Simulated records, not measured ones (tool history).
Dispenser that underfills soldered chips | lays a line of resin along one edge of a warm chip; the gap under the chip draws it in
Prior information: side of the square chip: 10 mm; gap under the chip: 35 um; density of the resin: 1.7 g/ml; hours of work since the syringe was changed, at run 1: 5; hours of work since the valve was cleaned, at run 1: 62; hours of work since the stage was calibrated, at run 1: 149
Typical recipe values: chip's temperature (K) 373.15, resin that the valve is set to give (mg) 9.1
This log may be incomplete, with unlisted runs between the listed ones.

| run | hour | chip's temperature (K) | resin that the valve is set to give (mg) | hours of work since the syringe was changed | hours of work since the valve was cleaned | hours of work since the stage was calibrated | time until the resin shows at the far edge (s) | resin that the valve gave (mg) |
|---|---|---|---|---|---|---|---|---|
| 1 | 0 | 373.15 | 9.1 | 5 | 62 | 149 | 62 | 8.68 |
| 2 | 10.2 | 373.15 | 8.25 | 12 | 69 | 155 | 87.4 | 7.79 |
|  | 11.5 | new syringe of resin |
| 3 | 17.6 | 373.15 | 8.25 | 4 | 73 | 160 | 59.2 | 7.76 |
|  | 30.8 | new syringe of resin |
| 4 | 31 | 380.15 | 9.1 | 0 | 82 | 168 | 37.9 | 8.5 |
| 5 | 41.9 | 383.15 | 9.1 | 7 | 89 | 175 | 47.6 | 8.44 |
|  | 50 | new syringe of resin |
| 6 | 54.6 | 359.15 | 9.1 | 3 | 97 | 183 | 95.7 | 8.36 |
| 7 | 61.1 | 373.15 | 7.96 | 7 | 101 | 187 | 70.4 | 7.31 |
|  | 69.2 | new syringe of resin |
|  | 70.2 | dispensing valve cleaned and set on the balance |
| 8 | 74.9 | 373.15 | 9.1 | 3 | 3 | 196 | 55.1 | 9.08 |
| 9 | 81.3 | 373.15 | 9.06 | 7 | 7 | 200 | 65.8 | 9.02 |
|  | 89.1 | new syringe of resin |
| 10 | 92.2 | 373.15 | 9.06 | 2 | 14 | 207 | 53.2 | 8.9 |
| 11 | 101.3 | 373.15 | 9.06 | 8 | 20 | 212 | 68.2 | 8.98 |
|  | 108.4 | new syringe of resin |
| 12 | 108.8 | 381.15 | 9.06 | 0 | 25 | 217 | 36 | 8.84 |
| 13 | 116.4 | 381.15 | 9.06 | 5 | 30 | 222 | 44.1 | 8.83 |
|  | 127.4 | new syringe of resin |
| 14 | 129.2 | 381.15 | 9.06 | 1 | 38 | 230 | 37.5 | 8.83 |
| 15 | 136.7 | 372.15 | 10.7 | 6 | 43 | 235 | 64.4 | 10.35 |
| 16 | 142.6 | 372.15 | 10.7 | 10 | 46 | 239 | 77 | 10.31 |
|  | 146.5 | new syringe of resin |
| 17 | 151.4 | 376.15 | 10.2 | 3 | 52 | 244 | 48 | 9.88 |
| 18 | 156.9 | 364.15 | 8.73 | 7 | 55 | 248 | 92 | 8.36 |
|  | 165.9 | new syringe of resin |
| 19 | 167.5 | 377.15 | 8.52 | 1 | 62 | 255 | 43.8 | 8.09 |
| 20 | 180.7 | 377.15 | 8.52 | 10 | 71 | 263 | 65.8 | 8.07 |
|  | 185.1 | new syringe of resin |
| 21 | 192.4 | 373.15 | 10.83 | 5 | 78 | 271 | 56.9 | 10.19 |
| 22 | 202.7 | 366.15 | 10.45 | 11 | 85 | 277 | 103.2 | 9.72 |
|  | 204 | new syringe of resin |
| 23 | 215.4 | 366.15 | 9.15 | 7 | 93 | 285 | 84.6 | 8.51 |
|  | 223.2 | new syringe of resin |
| 24 | 227.2 | 378.15 | 10.43 | 3 | 100 | 293 | 42.5 | 9.55 |
|  | 237.5 | dispensing valve cleaned and set on the balance |
| 25 | 239.9 | 373.15 | 10.42 | 10 | 2 | 300 | 73.1 | 10.39 |
|  | 243.9 | new syringe of resin |
| 26 | 250.5 | 373.15 | 10.42 | 4 | 8 | 307 | 55.4 | 10.38 |
| 27 | 257.4 | 387.15 | 9.8 | 9 | 13 | 311 | 43 | 9.74 |
|  | 262.8 | new syringe of resin |
| 28 | 268.8 | 364.15 | 9.8 | 4 | 20 | 319 | 77 | 9.64 |

Some steps in time until the resin shows at the far edge (s), run to run, broken into two amounts with sign: the step expected even without the hidden condition (settings, incoming material, random variation), and the rest, left for the hidden condition together with whatever gauge scatter is not in both the measured and the hidden-condition-free result:
Hidden conditions of the tool in this case: resin's viscosity, % of fresh resin's; dose that the valve gives, % of what is set; true chip temperature over the reading, C; drift of the gauge itself on fill_s, %; drift of the gauge itself on given_mg, %.
Run 2 -> 3: new syringe of resin. time until the resin shows at the far edge (s) -28.2: hidden state -27.5, all else -0.7.
Run 5 -> 6: chip's temperature (K) 383.15 -> 359.15, new syringe of resin. time until the resin shows at the far edge (s) +48.1: hidden state -2.7, all else +50.8.
Run 18 -> 19: chip's temperature (K) 364.15 -> 377.15, resin that the valve is set to give (mg) 8.73 -> 8.52, new syringe of resin. time until the resin shows at the far edge (s) -48.2: hidden state -21.5, all else -26.7.
Run 21 -> 22: chip's temperature (K) 373.15 -> 366.15, resin that the valve is set to give (mg) 10.83 -> 10.45. time until the resin shows at the far edge (s) +46.3: hidden state +30.4, all else +15.9.

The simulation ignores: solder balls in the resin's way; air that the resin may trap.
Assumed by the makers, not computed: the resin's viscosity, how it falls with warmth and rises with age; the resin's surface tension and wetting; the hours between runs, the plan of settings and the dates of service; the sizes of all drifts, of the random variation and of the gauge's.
